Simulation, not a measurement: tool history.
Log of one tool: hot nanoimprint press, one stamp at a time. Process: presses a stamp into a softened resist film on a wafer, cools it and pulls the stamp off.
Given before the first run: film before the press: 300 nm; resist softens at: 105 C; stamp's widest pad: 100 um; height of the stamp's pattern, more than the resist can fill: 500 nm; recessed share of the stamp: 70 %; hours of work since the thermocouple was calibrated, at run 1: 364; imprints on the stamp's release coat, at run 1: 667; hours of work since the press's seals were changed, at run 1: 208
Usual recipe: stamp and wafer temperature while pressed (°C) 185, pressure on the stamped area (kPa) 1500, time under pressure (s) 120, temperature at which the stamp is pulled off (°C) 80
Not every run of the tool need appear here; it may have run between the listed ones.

run,hour,stamp and wafer temperature while pressed (°C),pressure on the stamped area (kPa),time under pressure (s),temperature at which the stamp is pulled off (°C),hours of work since the thermocouple was calibrated,imprints on the stamp's release coat,hours of work since the press's seals were changed,resist left under the stamp's widest pad (nm),greatest force while the stamp is pulled off (N)
1,0.0,185,1500,120,80,364,667,208,159.8,108
2,9.2,185,1500,120,80,370,713,214,160.5,109
3,14.8,185,1500,120,80,373,742,218,159.3,109
4,24.3,185,1500,120,80,380,789,224,159.8,112
5,29.5,185,1500,69,80,383,816,227,190.4,114
# hour 42.1: stamp cleaned and given a new release coat
6,42.1,185,1500,69,80,387,0,231,191.3,89
7,52.1,185,1500,69,80,394,51,238,190.7,91
8,58.8,185,1500,117,80,398,84,242,160.4,89
9,65.5,193,1500,120,80,402,118,246,112.8,93
10,76.6,196,1500,120,80,409,174,253,98.7,95
11,83.6,178,1500,120,80,414,209,258,206.5,93
# hour 87.2: plate thermocouple calibrated
12,98.6,178,1500,120,80,7,270,266,202.8,96
# hour 110.9: plate thermocouple calibrated, once more
13,112.9,178,1500,120,80,1,327,273,218.4,103
14,119.2,178,1500,120,80,5,358,277,217.9,101
15,125.9,178,1500,120,80,10,392,281,218.1,104
16,134.8,178,1500,120,80,15,437,287,217.4,106
17,139.8,185,1500,120,78,19,463,290,170.7,113
18,150.9,190,1210,198,81,26,518,297,124.5,108
19,157.0,190,1210,198,81,30,550,301,124.4,108
20,168.7,190,1210,198,81,37,608,309,123.5,107
21,176.0,189,1220,120,80,42,645,313,156.1,112
22,183.4,189,1220,120,80,47,683,318,156.0,113
23,190.4,179,1220,120,86,51,718,323,222.5,95
24,197.4,175,1500,78,80,56,753,327,253.0,116
25,209.4,185,1240,202,76,63,813,335,151.1,128
# hour 222.4: stamp cleaned and given a new release coat
26,224.5,185,1240,185,76,69,11,341,156.0,102
27,232.4,188,2120,120,80,74,51,346,130.2,94
28,242.2,188,2120,120,80,80,100,352,130.2,97

Selected run-to-run steps in resist left under the stamp's widest pad (nm), each split into two signed amounts: the part the tool would show with no hidden state at all (from settings, incoming material and random variation), and the remainder, which goes to the hidden state together with any gauge scatter not common to the measured and the hidden-state-free results:
Hidden state present: true temperature over the reading, C; pressure that arrives at the usual setting, %; grip of the stamp's worn release coat, % over a new coat's; drift of the gauge itself on residual_nm, %; drift of the gauge itself on pull_off_n, %.
Run 10 -> 11: stamp and wafer temperature while pressed (°C) 196 -> 178. resist left under the stamp's widest pad (nm) +107.8: hidden state -4.1, all else +111.9.
Run 12 -> 13: plate thermocouple calibrated, once more. resist left under the stamp's widest pad (nm) +15.6: hidden state +15.8, all else -0.2.
Run 24 -> 25: stamp and wafer temperature while pressed (°C) 175 -> 185, pressure on the stamped area (kPa) 1500 -> 1240, time under pressure (s) 78 -> 202, temperature at which the stamp is pulled off (°C) 80 -> 76. resist left under the stamp's widest pad (nm) -101.9: hidden state -0.2, all else -101.7.
